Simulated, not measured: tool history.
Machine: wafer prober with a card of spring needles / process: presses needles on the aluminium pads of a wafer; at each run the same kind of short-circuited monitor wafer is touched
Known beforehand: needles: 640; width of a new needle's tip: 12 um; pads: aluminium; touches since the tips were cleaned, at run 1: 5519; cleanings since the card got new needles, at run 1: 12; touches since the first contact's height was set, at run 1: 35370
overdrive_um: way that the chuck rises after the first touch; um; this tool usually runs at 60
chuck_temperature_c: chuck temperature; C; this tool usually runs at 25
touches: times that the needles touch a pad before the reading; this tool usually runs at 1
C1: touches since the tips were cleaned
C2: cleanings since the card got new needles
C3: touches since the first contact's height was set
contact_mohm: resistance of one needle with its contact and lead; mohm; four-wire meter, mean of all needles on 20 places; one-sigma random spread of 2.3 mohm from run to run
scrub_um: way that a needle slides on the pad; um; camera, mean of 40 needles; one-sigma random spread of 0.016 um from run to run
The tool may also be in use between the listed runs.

{"run": 1, "hour": 0.0, "overdrive_um": 60, "chuck_temperature_c": 25, "touches": 1, "C1": 5519, "C2": 12, "C3": 35370, "contact_mohm": 259, "scrub_um": 9.43}
{"hour": 5.3, "done": "tips cleaned on abrasive film"}
{"run": 2, "hour": 9.5, "overdrive_um": 60, "chuck_temperature_c": 25, "touches": 2, "C1": 2150, "C2": 13, "C3": 40167, "contact_mohm": 259, "scrub_um": 9.46}
{"run": 3, "hour": 16.4, "overdrive_um": 60, "chuck_temperature_c": 25, "touches": 3, "C1": 5667, "C2": 13, "C3": 43684, "contact_mohm": 264, "scrub_um": 9.45}
{"hour": 21.6, "done": "tips cleaned on abrasive film"}
{"run": 4, "hour": 21.6, "overdrive_um": 60, "chuck_temperature_c": 25, "touches": 3, "C1": 0, "C2": 14, "C3": 46267, "contact_mohm": 257, "scrub_um": 9.45}
{"run": 5, "hour": 30.2, "overdrive_um": 60, "chuck_temperature_c": 25, "touches": 1, "C1": 4363, "C2": 14, "C3": 50630, "contact_mohm": 260, "scrub_um": 9.45}
{"hour": 37.8, "done": "tips cleaned on abrasive film"}
{"run": 6, "hour": 39.8, "overdrive_um": 60, "chuck_temperature_c": 25, "touches": 1, "C1": 993, "C2": 15, "C3": 55482, "contact_mohm": 258, "scrub_um": 9.49}
{"run": 7, "hour": 49.1, "overdrive_um": 60, "chuck_temperature_c": 66, "touches": 1, "C1": 5730, "C2": 15, "C3": 60219, "contact_mohm": 271, "scrub_um": 9.5}
{"hour": 53.6, "done": "tips cleaned on abrasive film"}
{"run": 8, "hour": 57.3, "overdrive_um": 60, "chuck_temperature_c": 66, "touches": 1, "C1": 1861, "C2": 16, "C3": 64343, "contact_mohm": 272, "scrub_um": 9.47}
{"run": 9, "hour": 67.3, "overdrive_um": 60, "chuck_temperature_c": 66, "touches": 1, "C1": 6977, "C2": 16, "C3": 69459, "contact_mohm": 274, "scrub_um": 9.55}
{"hour": 69.7, "done": "tips cleaned on abrasive film"}
{"run": 10, "hour": 79.4, "overdrive_um": 60, "chuck_temperature_c": 66, "touches": 1, "C1": 4964, "C2": 17, "C3": 75559, "contact_mohm": 269, "scrub_um": 9.52}
{"hour": 85.5, "done": "tips cleaned on abrasive film"}
{"run": 11, "hour": 85.5, "overdrive_um": 60, "chuck_temperature_c": 66, "touches": 1, "C1": 0, "C2": 18, "C3": 78604, "contact_mohm": 265, "scrub_um": 9.55}
{"run": 12, "hour": 91.3, "overdrive_um": 60, "chuck_temperature_c": 66, "touches": 1, "C1": 2955, "C2": 18, "C3": 81559, "contact_mohm": 273, "scrub_um": 9.57}
{"hour": 96.3, "done": "height of the first contact set anew"}
{"hour": 101.6, "done": "tips cleaned on abrasive film"}
{"run": 13, "hour": 101.6, "overdrive_um": 60, "chuck_temperature_c": 49, "touches": 1, "C1": 0, "C2": 19, "C3": 2639, "contact_mohm": 263, "scrub_um": 9.54}
{"run": 14, "hour": 108.0, "overdrive_um": 60, "chuck_temperature_c": 124, "touches": 2, "C1": 3242, "C2": 19, "C3": 5881, "contact_mohm": 291, "scrub_um": 9.58}
{"hour": 118.1, "done": "tips cleaned on abrasive film"}
{"run": 15, "hour": 120.1, "overdrive_um": 40, "chuck_temperature_c": 100, "touches": 3, "C1": 1026, "C2": 20, "C3": 12001, "contact_mohm": 295, "scrub_um": 6.4}
{"run": 16, "hour": 130.4, "overdrive_um": 54, "chuck_temperature_c": 26, "touches": 2, "C1": 6315, "C2": 20, "C3": 17290, "contact_mohm": 257, "scrub_um": 8.62}
{"hour": 134.5, "done": "tips cleaned on abrasive film"}
{"run": 17, "hour": 139.0, "overdrive_um": 54, "chuck_temperature_c": 26, "touches": 2, "C1": 2287, "C2": 21, "C3": 21613, "contact_mohm": 261, "scrub_um": 8.67}
{"hour": 144.6, "done": "gauge calibrated"}
{"run": 18, "hour": 145.3, "overdrive_um": 54, "chuck_temperature_c": 26, "touches": 2, "C1": 5478, "C2": 21, "C3": 24804, "contact_mohm": 262, "scrub_um": 8.51}
{"hour": 150.7, "done": "tips cleaned on abrasive film"}
{"run": 19, "hour": 154.6, "overdrive_um": 54, "chuck_temperature_c": 26, "touches": 2, "C1": 1968, "C2": 22, "C3": 29495, "contact_mohm": 263, "scrub_um": 8.49}
{"run": 20, "hour": 160.9, "overdrive_um": 60, "chuck_temperature_c": 69, "touches": 2, "C1": 5168, "C2": 22, "C3": 32695, "contact_mohm": 270, "scrub_um": 9.43}
{"hour": 166.7, "done": "tips cleaned on abrasive film"}
{"run": 21, "hour": 167.5, "overdrive_um": 45, "chuck_temperature_c": 96, "touches": 1, "C1": 405, "C2": 23, "C3": 36025, "contact_mohm": 286, "scrub_um": 7.11}

Subtracting, for every run, the result it would have given without the tool's unlogged condition from the measured result gives the following. The same run-to-run variation enters both numbers; the gauge's scatter may not:
Hidden state at play: debris on the tips, nm; way that the needles fall short of the set height, um; tips' diameter, um; drift of the gauge itself on contact_mohm, %; drift of the gauge itself on scrub_um, %.
run=1 scrub_um=+0.00
run=2 scrub_um=+0.01
run=3 scrub_um=+0.02
run=4 scrub_um=+0.02
run=5 scrub_um=+0.04
run=6 scrub_um=+0.06
run=7 scrub_um=+0.07
run=8 scrub_um=+0.07
run=9 scrub_um=+0.10
run=10 scrub_um=+0.11
run=11 scrub_um=+0.12
run=12 scrub_um=+0.13
run=13 scrub_um=+0.14
run=14 scrub_um=+0.14
run=15 scrub_um=+0.11
run=16 scrub_um=+0.16
run=17 scrub_um=+0.17
run=18 scrub_um=+0.01
run=19 scrub_um=+0.01
run=20 scrub_um=+0.03
run=21 scrub_um=+0.03
contact_mohm: within 1 mohm of the measured result in every run.

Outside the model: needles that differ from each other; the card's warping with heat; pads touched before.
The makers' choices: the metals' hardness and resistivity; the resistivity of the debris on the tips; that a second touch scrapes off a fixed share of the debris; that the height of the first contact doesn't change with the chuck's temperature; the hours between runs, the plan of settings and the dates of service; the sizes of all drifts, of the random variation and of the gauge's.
